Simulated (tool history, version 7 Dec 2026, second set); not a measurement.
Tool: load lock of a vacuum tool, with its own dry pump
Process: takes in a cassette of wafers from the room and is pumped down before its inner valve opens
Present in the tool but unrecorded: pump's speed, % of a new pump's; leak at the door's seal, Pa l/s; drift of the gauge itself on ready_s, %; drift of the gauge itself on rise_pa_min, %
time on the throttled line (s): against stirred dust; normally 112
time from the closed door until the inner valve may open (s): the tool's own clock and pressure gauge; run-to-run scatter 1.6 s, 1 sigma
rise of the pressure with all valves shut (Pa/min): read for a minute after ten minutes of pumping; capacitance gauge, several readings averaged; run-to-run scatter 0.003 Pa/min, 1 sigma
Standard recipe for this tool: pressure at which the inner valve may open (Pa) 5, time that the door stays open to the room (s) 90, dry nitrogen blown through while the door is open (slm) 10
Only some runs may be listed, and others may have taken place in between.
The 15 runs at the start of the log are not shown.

| run | hour | time on the throttled line (s) | pressure at which the inner valve may open (Pa) | time that the door stays open to the room (s) | dry nitrogen blown through while the door is open (slm) | hours that the pump has run since its overhaul | times that the door has closed on its seal | incoming humidity of the room's air, % | time from the closed door until the inner valve may open (s) | rise of the pressure with all valves shut (Pa/min) |
|---|---|---|---|---|---|---|---|---|---|---|
| 16 | 2096.8 | 112 | 5 | 90 | 6 | 9318 | 12992 | 44.5 | 275.2 | 0.11 |
| 17 | 2217 | 112 | 7 | 90 | 10 | 9438 | 13454 | 43.3 | 270.5 | 0.115 |
| 18 | 2362.2 | 112 | 5 | 90 | 10 | 9583 | 14012 | 45.6 | 279.9 | 0.117 |
| 19 | 2554.1 | 219 | 5 | 90 | 10 | 9775 | 14750 | 47.2 | 349.4 | 0.134 |
| 20 | 2731 | 219 | 5 | 90 | 10 | 9952 | 15430 | 45.9 | 354.3 | 0.14 |
| 21 | 2817.3 | 208 | 5 | 231 | 10 | 10039 | 15762 | 45.5 | 345.9 | 0.16 |
| 22 | 2938.8 | 208 | 5 | 231 | 10 | 10160 | 16229 | 45.7 | 345.2 | 0.162 |
| 23 | 3071.4 | 58 | 5 | 90 | 10 | 10293 | 16738 | 45.3 | 240.7 | 0.152 |
| 24 | 3236.8 | 58 | 5 | 90 | 10 | 10458 | 17374 | 38.9 | 241.7 | 0.15 |

Run 25 has not been measured yet. What should we expect?
| 25 | 3411.3 | 58 | 5 | 90 | 10 | 10633 | 18045 | 46.5 | ? | ? |

time from the closed door until the inner valve may open (s): 242.8
rise of the pressure with all valves shut (Pa/min): 0.162
With the hidden condition absent and the run-to-run variation left alone, this run would have shown time from the closed door until the inner valve may open (s) 215, rise of the pressure with all valves shut (Pa/min) 0.027.

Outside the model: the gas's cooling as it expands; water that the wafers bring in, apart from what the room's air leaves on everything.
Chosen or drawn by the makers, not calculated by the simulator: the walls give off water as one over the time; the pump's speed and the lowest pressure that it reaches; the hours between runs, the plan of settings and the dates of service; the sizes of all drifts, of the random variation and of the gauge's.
